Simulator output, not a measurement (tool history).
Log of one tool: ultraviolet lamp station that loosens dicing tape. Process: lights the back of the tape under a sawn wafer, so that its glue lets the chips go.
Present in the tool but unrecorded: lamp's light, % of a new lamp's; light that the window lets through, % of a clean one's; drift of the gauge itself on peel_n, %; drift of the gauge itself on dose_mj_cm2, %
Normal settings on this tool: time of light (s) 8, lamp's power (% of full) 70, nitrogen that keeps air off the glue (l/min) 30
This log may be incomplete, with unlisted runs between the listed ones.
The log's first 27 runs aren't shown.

run,hour,time of light (s),lamp's power (% of full),nitrogen that keeps air off the glue (l/min),hours of work of the lamp,hours of work since the window was cleaned,force that peels the tape off (N),light that reached the tape (J/m2)
28,547.9,10,91,53,513,50,0.164,5730
29,559.3,8,60,41,518,56,0.504,3010
30,571.8,8,60,41,524,62,0.498,2990
31,597,8,73,30,537,74,0.408,3640
32,616.8,9,76,50,546,84,0.237,4270
33,628.5,9,76,50,552,90,0.227,4280
34,645.1,8,68,20,560,98,0.636,3380
35,657.5,8,68,20,566,104,0.642,3450
36,675.9,8,68,20,575,113,0.639,3440
37,691.4,4,63,30,583,120,1.695,1600
38,708.4,14,95,30,591,129,0.152,8340
39,733.1,14,95,30,603,141,0.133,8290
40,744.7,11,73,30,609,146,0.237,5050
41,756.2,8,96,30,615,152,0.251,4740
42,772.7,13,89,31,623,160,0.159,7270
43,790,8,70,13,631,169,0.804,3520
44,811.8,8,63,54,642,179,0.383,3140

Here are 3 independent what-if runs from the current tool condition. What would each one return?
A,825.1,8,74,54,648,186,?,?
B,825.1,7,87,14,648,186,?,?
C,825.1,4,87,14,648,186,?,?

run,force that peels the tape off (N),light that reached the tape (J/m2)
A,0.284,3730
B,0.663,3760
C,1.596,2190
The same runs, with their run-to-run variation unchanged, on a tool lacking any hidden condition would have given:
run,force that peels the tape off (N),light that reached the tape (J/m2)
A,0.282,3740
B,0.66,3770
C,1.591,2190

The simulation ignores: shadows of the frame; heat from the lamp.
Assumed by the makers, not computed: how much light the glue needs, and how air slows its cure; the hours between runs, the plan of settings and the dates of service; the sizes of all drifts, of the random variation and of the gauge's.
